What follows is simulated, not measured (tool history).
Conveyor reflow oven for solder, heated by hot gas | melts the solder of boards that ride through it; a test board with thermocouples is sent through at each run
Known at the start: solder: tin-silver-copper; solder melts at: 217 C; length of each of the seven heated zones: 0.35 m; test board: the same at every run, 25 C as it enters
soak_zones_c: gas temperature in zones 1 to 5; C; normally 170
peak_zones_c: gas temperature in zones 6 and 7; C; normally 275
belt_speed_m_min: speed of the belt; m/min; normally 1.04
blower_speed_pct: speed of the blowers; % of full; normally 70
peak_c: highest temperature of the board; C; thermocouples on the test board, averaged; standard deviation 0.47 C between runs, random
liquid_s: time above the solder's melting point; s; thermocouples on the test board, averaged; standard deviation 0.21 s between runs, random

run 1 hour=0 | soak_zones_c=170 peak_zones_c=275 belt_speed_m_min=1.04 blower_speed_pct=70 | peak_c=254.4 liquid_s=30.1
run 2 hour=53 | soak_zones_c=170 peak_zones_c=275 belt_speed_m_min=1.04 blower_speed_pct=70 | peak_c=254.7 liquid_s=30.5
run 3 hour=90.6 | soak_zones_c=170 peak_zones_c=275 belt_speed_m_min=1.04 blower_speed_pct=70 | peak_c=255.1 liquid_s=29.6
-- hour=139.4 flux residue cleaned out of gas plates and filters
run 4 hour=143.4 | soak_zones_c=170 peak_zones_c=275 belt_speed_m_min=1.04 blower_speed_pct=70 | peak_c=254.5 liquid_s=29.8
run 5 hour=203.3 | soak_zones_c=170 peak_zones_c=275 belt_speed_m_min=0.9 blower_speed_pct=70 | peak_c=260 liquid_s=37.5
run 6 hour=233.6 | soak_zones_c=170 peak_zones_c=275 belt_speed_m_min=0.9 blower_speed_pct=70 | peak_c=260.1 liquid_s=37.2
run 7 hour=282.9 | soak_zones_c=182 peak_zones_c=275 belt_speed_m_min=1.04 blower_speed_pct=70 | peak_c=256.9 liquid_s=33.3
-- hour=296.1 thermocouples of zones 6 and 7 changed
run 8 hour=319.3 | soak_zones_c=182 peak_zones_c=272 belt_speed_m_min=1.04 blower_speed_pct=63 | peak_c=254.1 liquid_s=31.4
run 9 hour=366.2 | soak_zones_c=182 peak_zones_c=272 belt_speed_m_min=1.04 blower_speed_pct=63 | peak_c=252.5 liquid_s=31.4
run 10 hour=404.7 | soak_zones_c=181 peak_zones_c=275 belt_speed_m_min=1.17 blower_speed_pct=89 | peak_c=255.8 liquid_s=28.7
run 11 hour=456.3 | soak_zones_c=170 peak_zones_c=287 belt_speed_m_min=1.04 blower_speed_pct=70 | peak_c=265.5 liquid_s=33.5

Below are 3 alternative next runs, each starting from the tool's condition after run 11. Predict each:
run A hour=488.3 | soak_zones_c=170 peak_zones_c=264 belt_speed_m_min=1.04 blower_speed_pct=70 | peak_c=? liquid_s=?
run B hour=488.3 | soak_zones_c=184 peak_zones_c=266 belt_speed_m_min=1.04 blower_speed_pct=55 | peak_c=? liquid_s=?
run C hour=488.3 | soak_zones_c=182 peak_zones_c=287 belt_speed_m_min=1.04 blower_speed_pct=69 | peak_c=? liquid_s=?

run=A peak_c=245.3 liquid_s=26.3
run=B peak_c=245.9 liquid_s=29.4
run=C peak_c=266.7 liquid_s=36.4
What these runs would have given with no unlogged condition in the tool:
run=A peak_c=245.4 liquid_s=26.3
run=B peak_c=246 liquid_s=29.4
run=C peak_c=266.8 liquid_s=36.4
